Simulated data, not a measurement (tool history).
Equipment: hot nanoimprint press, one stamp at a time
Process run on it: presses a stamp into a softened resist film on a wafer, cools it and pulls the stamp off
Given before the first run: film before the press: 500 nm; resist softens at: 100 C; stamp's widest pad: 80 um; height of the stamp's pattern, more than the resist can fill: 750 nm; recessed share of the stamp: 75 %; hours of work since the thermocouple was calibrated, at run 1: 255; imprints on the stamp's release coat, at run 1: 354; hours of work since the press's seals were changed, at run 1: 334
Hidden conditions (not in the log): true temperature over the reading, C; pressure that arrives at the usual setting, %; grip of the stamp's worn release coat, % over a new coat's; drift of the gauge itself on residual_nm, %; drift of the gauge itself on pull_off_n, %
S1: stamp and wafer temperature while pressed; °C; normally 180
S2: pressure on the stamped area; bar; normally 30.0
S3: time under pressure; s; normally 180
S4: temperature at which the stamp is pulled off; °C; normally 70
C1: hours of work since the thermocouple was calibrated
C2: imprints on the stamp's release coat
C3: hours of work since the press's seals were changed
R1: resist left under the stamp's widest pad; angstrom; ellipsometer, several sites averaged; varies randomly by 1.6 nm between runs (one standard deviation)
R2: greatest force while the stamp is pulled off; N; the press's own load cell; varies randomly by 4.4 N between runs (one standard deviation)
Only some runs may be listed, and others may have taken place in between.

run 1 hour=0.0 | S1=180 S2=30.0 S3=180 S4=70 | C1=255 C2=354 C3=334 | R1=2599 R2=225
-- hour=38.8 stamp cleaned and given a new release coat
run 2 hour=52.5 | S1=180 S2=30.0 S3=180 S4=72 | C1=283 C2=63 C3=362 | R1=2592 R2=205
run 3 hour=91.0 | S1=180 S2=30.0 S3=180 S4=70 | C1=305 C2=239 C3=384 | R1=2635 R2=225
run 4 hour=127.2 | S1=180 S2=30.0 S3=180 S4=70 | C1=327 C2=405 C3=406 | R1=2623 R2=242
-- hour=156.0 stamp cleaned and given a new release coat
run 5 hour=189.7 | S1=180 S2=30.0 S3=180 S4=70 | C1=360 C2=154 C3=439 | R1=2631 R2=224
run 6 hour=231.5 | S1=180 S2=30.0 S3=180 S4=70 | C1=384 C2=345 C3=463 | R1=2610 R2=237
run 7 hour=263.0 | S1=180 S2=30.0 S3=180 S4=70 | C1=403 C2=490 C3=482 | R1=2629 R2=243
-- hour=272.0 stamp cleaned and given a new release coat
run 8 hour=318.7 | S1=180 S2=30.0 S3=180 S4=70 | C1=432 C2=214 C3=511 | R1=2628 R2=232
-- hour=364.9 plate thermocouple calibrated
run 9 hour=369.5 | S1=180 S2=30.0 S3=180 S4=70 | C1=3 C2=433 C3=539 | R1=2592 R2=234
-- hour=391.1 stamp cleaned and given a new release coat
run 10 hour=403.9 | S1=173 S2=30.0 S3=180 S4=70 | C1=19 C2=59 C3=556 | R1=3077 R2=217
run 11 hour=454.4 | S1=180 S2=30.0 S3=180 S4=65 | C1=49 C2=290 C3=586 | R1=2571 R2=249
run 12 hour=482.1 | S1=180 S2=30.0 S3=180 S4=70 | C1=65 C2=416 C3=602 | R1=2594 R2=230
-- hour=510.2 stamp cleaned and given a new release coat
run 13 hour=535.8 | S1=180 S2=30.0 S3=180 S4=70 | C1=94 C2=117 C3=630 | R1=2596 R2=216
run 14 hour=589.3 | S1=180 S2=30.0 S3=157 S4=70 | C1=125 C2=362 C3=662 | R1=2707 R2=238
-- hour=629.5 stamp cleaned and given a new release coat
run 15 hour=648.4 | S1=184 S2=21.4 S3=116 S4=70 | C1=156 C2=86 C3=693 | R1=3160 R2=217
run 16 hour=684.8 | S1=173 S2=21.4 S3=214 S4=70 | C1=178 C2=253 C3=714 | R1=3400 R2=232
run 17 hour=719.6 | S1=176 S2=20.7 S3=138 S4=57 | C1=198 C2=413 C3=735 | R1=3598 R2=305
-- hour=749.1 stamp cleaned and given a new release coat
run 18 hour=764.7 | S1=176 S2=20.7 S3=138 S4=57 | C1=221 C2=72 C3=758 | R1=3603 R2=297
run 19 hour=817.0 | S1=180 S2=30.0 S3=350 S4=71 | C1=252 C2=311 C3=788 | R1=2126 R2=231
-- hour=869.3 stamp cleaned and given a new release coat
run 20 hour=875.0 | S1=173 S2=22.6 S3=197 S4=71 | C1=282 C2=26 C3=819 | R1=3400 R2=221
run 21 hour=912.0 | S1=173 S2=22.6 S3=197 S4=71 | C1=304 C2=195 C3=841 | R1=3422 R2=221
-- hour=941.0 press's hydraulic seals changed and the load cell set to zero
run 22 hour=958.1 | S1=173 S2=29.6 S3=180 S4=70 | C1=327 C2=370 C3=10 | R1=3145 R2=245
-- hour=994.1 stamp cleaned and given a new release coat
run 23 hour=1006.1 | S1=173 S2=29.6 S3=180 S4=70 | C1=351 C2=55 C3=35 | R1=3093 R2=225
run 24 hour=1040.4 | S1=172 S2=30.0 S3=350 S4=74 | C1=372 C2=212 C3=55 | R1=2636 R2=208
run 25 hour=1085.2 | S1=180 S2=47.8 S3=112 S4=71 | C1=398 C2=417 C3=81 | R1=2405 R2=233
-- hour=1110.8 stamp cleaned and given a new release coat
run 26 hour=1135.8 | S1=182 S2=29.6 S3=200 S4=73 | C1=424 C2=114 C3=108 | R1=2381 R2=209
run 27 hour=1191.0 | S1=171 S2=27.3 S3=90 S4=78 | C1=457 C2=367 C3=140 | R1=3980 R2=191
-- hour=1197.8 plate thermocouple calibrated
-- hour=1231.7 stamp cleaned and given a new release coat
run 28 hour=1233.3 | S1=189 S2=19.3 S3=327 S4=64 | C1=17 C2=7 C3=160 | R1=2157 R2=248

Take each entry between the runs: how does the hidden state at the last listed run before it differ from the hidden state at the first listed run after it?
Runs 1 to 2: stamp cleaned and given a new release coat (hour 38.8)
  true temperature over the reading, C: -0.78 -> -0.87; pressure that arrives at the usual setting, %: 98.85 -> 98.72; grip of the stamp's worn release coat, % over a new coat's: 7.4 -> 1.3
  measured less the result without the state, R1: +64 -> +71 angstrom; R2: +19 -> +7 N
Runs 4 to 5: stamp cleaned and given a new release coat (hour 156.0)
  true temperature over the reading, C: -1.04 -> -1.15; pressure that arrives at the usual setting, %: 98.52 -> 98.36; grip of the stamp's worn release coat, % over a new coat's: 8.4 -> 3.2
  measured less the result without the state, R1: +86 -> +95 angstrom; R2: +24 -> +13 N
Runs 7 to 8: stamp cleaned and given a new release coat (hour 272.0)
  true temperature over the reading, C: -1.31 -> -1.41; pressure that arrives at the usual setting, %: 98.18 -> 98.04; grip of the stamp's worn release coat, % over a new coat's: 10.2 -> 4.4
  measured less the result without the state, R1: +107 -> +115 angstrom; R2: +29 -> +17 N
Runs 8 to 9: plate thermocouple calibrated (hour 364.9)
  true temperature over the reading, C: -1.41 -> -0.03; pressure that arrives at the usual setting, %: 98.04 -> 97.92; grip of the stamp's worn release coat, % over a new coat's: 4.4 -> 9
  measured less the result without the state, R1: +115 -> +30 angstrom; R2: +17 -> +20 N
Runs 9 to 10: stamp cleaned and given a new release coat (hour 391.1)
  true temperature over the reading, C: -0.03 -> -0.09; pressure that arrives at the usual setting, %: 97.92 -> 97.85; grip of the stamp's worn release coat, % over a new coat's: 9 -> 1.2
  measured less the result without the state, R1: +30 -> +36 angstrom; R2: +20 -> +3 N
Runs 12 to 13: stamp cleaned and given a new release coat (hour 510.2)
  true temperature over the reading, C: -0.26 -> -0.36; pressure that arrives at the usual setting, %: 97.65 -> 97.52; grip of the stamp's worn release coat, % over a new coat's: 8.7 -> 2.4
  measured less the result without the state, R1: +47 -> +56 angstrom; R2: +20 -> +7 N
Runs 14 to 15: stamp cleaned and given a new release coat (hour 629.5)
  true temperature over the reading, C: -0.48 -> -0.59; pressure that arrives at the usual setting, %: 97.38 -> 97.24; grip of the stamp's worn release coat, % over a new coat's: 7.5 -> 1.8
  measured less the result without the state, R1: +65 -> +64 angstrom; R2: +20 -> +7 N
Runs 17 to 18: stamp cleaned and given a new release coat (hour 749.1)
  true temperature over the reading, C: -0.75 -> -0.83; pressure that arrives at the usual setting, %: 97.05 -> 96.95; grip of the stamp's worn release coat, % over a new coat's: 8.6 -> 1.5
  measured less the result without the state, R1: +76 -> +82 angstrom; R2: +28 -> +8 N
Runs 19 to 20: stamp cleaned and given a new release coat (hour 869.3)
  true temperature over the reading, C: -0.93 -> -1.04; pressure that arrives at the usual setting, %: 96.81 -> 96.67; grip of the stamp's worn release coat, % over a new coat's: 6.5 -> 0.5
  measured less the result without the state, R1: +89 -> +108 angstrom; R2: +19 -> +6 N
Runs 21 to 22: press's hydraulic seals changed and the load cell set to zero (hour 941.0)
  true temperature over the reading, C: -1.12 -> -1.19; pressure that arrives at the usual setting, %: 96.57 -> 100.38; grip of the stamp's worn release coat, % over a new coat's: 4 -> 7.7
  measured less the result without the state, R1: +116 -> +84 angstrom; R2: +14 -> +24 N
Runs 22 to 23: stamp cleaned and given a new release coat (hour 994.1)
  true temperature over the reading, C: -1.19 -> -1.29; pressure that arrives at the usual setting, %: 100.38 -> 100.27; grip of the stamp's worn release coat, % over a new coat's: 7.7 -> 1.1
  measured less the result without the state, R1: +84 -> +91 angstrom; R2: +24 -> +10 N
Runs 25 to 26: stamp cleaned and given a new release coat (hour 1110.8)
  true temperature over the reading, C: -1.45 -> -1.55; pressure that arrives at the usual setting, %: 100.06 -> 99.95; grip of the stamp's worn release coat, % over a new coat's: 8.7 -> 2.4
  measured less the result without the state, R1: +87 -> +91 angstrom; R2: +26 -> +13 N
Runs 27 to 28: plate thermocouple calibrated (hour 1197.8); stamp cleaned and given a new release coat (hour 1231.7)
  true temperature over the reading, C: -1.67 -> -0.38; pressure that arrives at the usual setting, %: 99.81 -> 99.73; grip of the stamp's worn release coat, % over a new coat's: 7.6 -> 0.1
  measured less the result without the state, R1: +112 -> +21 angstrom; R2: +22 -> +2 N
